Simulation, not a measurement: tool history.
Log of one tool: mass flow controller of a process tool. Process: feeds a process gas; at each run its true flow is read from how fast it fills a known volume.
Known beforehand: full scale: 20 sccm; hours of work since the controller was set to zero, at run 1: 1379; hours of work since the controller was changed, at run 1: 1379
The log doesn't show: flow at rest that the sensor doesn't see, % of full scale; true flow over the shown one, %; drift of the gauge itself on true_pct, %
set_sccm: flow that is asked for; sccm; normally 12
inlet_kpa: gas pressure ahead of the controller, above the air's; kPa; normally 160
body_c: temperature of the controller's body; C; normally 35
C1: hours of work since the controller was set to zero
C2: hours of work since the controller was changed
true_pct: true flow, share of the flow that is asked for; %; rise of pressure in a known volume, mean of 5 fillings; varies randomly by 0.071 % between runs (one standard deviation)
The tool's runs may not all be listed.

run 1 day=0.000 | set_sccm=12 inlet_kpa=160 body_c=35 | C1=1379 C2=1379 | true_pct=99.85
run 2 day=3.692 | set_sccm=12 inlet_kpa=160 body_c=34 | C1=1414 C2=1414 | true_pct=99.34
run 3 day=7.117 | set_sccm=12 inlet_kpa=160 body_c=34 | C1=1446 C2=1446 | true_pct=99.47
run 4 day=9.404 | set_sccm=16 inlet_kpa=160 body_c=34 | C1=1468 C2=1468 | true_pct=99.79
run 5 day=14.379 | set_sccm=16 inlet_kpa=160 body_c=34 | C1=1515 C2=1515 | true_pct=99.66
run 6 day=17.425 | set_sccm=16 inlet_kpa=160 body_c=34 | C1=1543 C2=1543 | true_pct=99.49
run 7 day=22.517 | set_sccm=16 inlet_kpa=160 body_c=34 | C1=1591 C2=1591 | true_pct=99.20
run 8 day=28.025 | set_sccm=16 inlet_kpa=160 body_c=34 | C1=1644 C2=1644 | true_pct=98.97
run 9 day=31.708 | set_sccm=12 inlet_kpa=160 body_c=35 | C1=1678 C2=1678 | true_pct=98.45
run 10 day=36.958 | set_sccm=12 inlet_kpa=160 body_c=35 | C1=1728 C2=1728 | true_pct=98.43
run 11 day=42.133 | set_sccm=12 inlet_kpa=160 body_c=35 | C1=1777 C2=1777 | true_pct=98.24
run 12 day=46.412 | set_sccm=12 inlet_kpa=160 body_c=35 | C1=1817 C2=1817 | true_pct=98.05
run 13 day=51.729 | set_sccm=12 inlet_kpa=202 body_c=35 | C1=1867 C2=1867 | true_pct=98.22
run 14 day=57.188 | set_sccm=3 inlet_kpa=160 body_c=35 | C1=1919 C2=1919 | true_pct=96.77
run 15 day=62.379 | set_sccm=3 inlet_kpa=160 body_c=35 | C1=1968 C2=1968 | true_pct=96.32
run 16 day=64.958 | set_sccm=12 inlet_kpa=160 body_c=22 | C1=1992 C2=1992 | true_pct=96.12
run 17 day=70.350 | set_sccm=12 inlet_kpa=160 body_c=22 | C1=2043 C2=2043 | true_pct=95.83
run 18 day=74.625 | set_sccm=12 inlet_kpa=160 body_c=22 | C1=2083 C2=2083 | true_pct=95.75
-- day=78.175 gauge calibrated
run 19 day=79.942 | set_sccm=12 inlet_kpa=160 body_c=22 | C1=2134 C2=2134 | true_pct=98.35
run 20 day=82.758 | set_sccm=12 inlet_kpa=160 body_c=22 | C1=2160 C2=2160 | true_pct=98.27
run 21 day=85.833 | set_sccm=7 inlet_kpa=149 body_c=26 | C1=2189 C2=2189 | true_pct=97.93
run 22 day=88.938 | set_sccm=7 inlet_kpa=149 body_c=26 | C1=2219 C2=2219 | true_pct=97.71
run 23 day=91.696 | set_sccm=7 inlet_kpa=149 body_c=26 | C1=2245 C2=2245 | true_pct=97.60
run 24 day=96.254 | set_sccm=7 inlet_kpa=149 body_c=26 | C1=2288 C2=2288 | true_pct=97.62
run 25 day=99.779 | set_sccm=2 inlet_kpa=160 body_c=35 | C1=2321 C2=2321 | true_pct=97.64
run 26 day=104.454 | set_sccm=2 inlet_kpa=160 body_c=35 | C1=2365 C2=2365 | true_pct=97.51
run 27 day=109.346 | set_sccm=19 inlet_kpa=160 body_c=35 | C1=2411 C2=2411 | true_pct=99.40
run 28 day=113.058 | set_sccm=8 inlet_kpa=160 body_c=27 | C1=2446 C2=2446 | true_pct=97.17
run 29 day=117.346 | set_sccm=8 inlet_kpa=173 body_c=23 | C1=2487 C2=2487 | true_pct=96.76
run 30 day=121.404 | set_sccm=8 inlet_kpa=173 body_c=23 | C1=2525 C2=2525 | true_pct=96.72
run 31 day=125.392 | set_sccm=8 inlet_kpa=173 body_c=29 | C1=2563 C2=2563 | true_pct=97.09
run 32 day=130.571 | set_sccm=2 inlet_kpa=227 body_c=28 | C1=2612 C2=2612 | true_pct=96.59
run 33 day=135.971 | set_sccm=12 inlet_kpa=198 body_c=35 | C1=2663 C2=2663 | true_pct=97.99
run 34 day=139.146 | set_sccm=12 inlet_kpa=198 body_c=35 | C1=2693 C2=2693 | true_pct=97.83
run 35 day=142.896 | set_sccm=6 inlet_kpa=156 body_c=31 | C1=2728 C2=2728 | true_pct=96.21
run 36 day=148.208 | set_sccm=12 inlet_kpa=156 body_c=29 | C1=2778 C2=2778 | true_pct=96.66
run 37 day=150.450 | set_sccm=12 inlet_kpa=156 body_c=29 | C1=2799 C2=2799 | true_pct=96.54

Hidden state at the last listed run before each entry between runs and at the first one after, where it differs:
Runs 18 to 19: gauge calibrated (day 78.175)
  true flow over the shown one, %: 0.01 -> 0.02; drift of the gauge itself on true_pct, %: -2.73 -> -0.06
  measured result minus the result with no hidden state, true_pct: -2.68 -> -0.05 %

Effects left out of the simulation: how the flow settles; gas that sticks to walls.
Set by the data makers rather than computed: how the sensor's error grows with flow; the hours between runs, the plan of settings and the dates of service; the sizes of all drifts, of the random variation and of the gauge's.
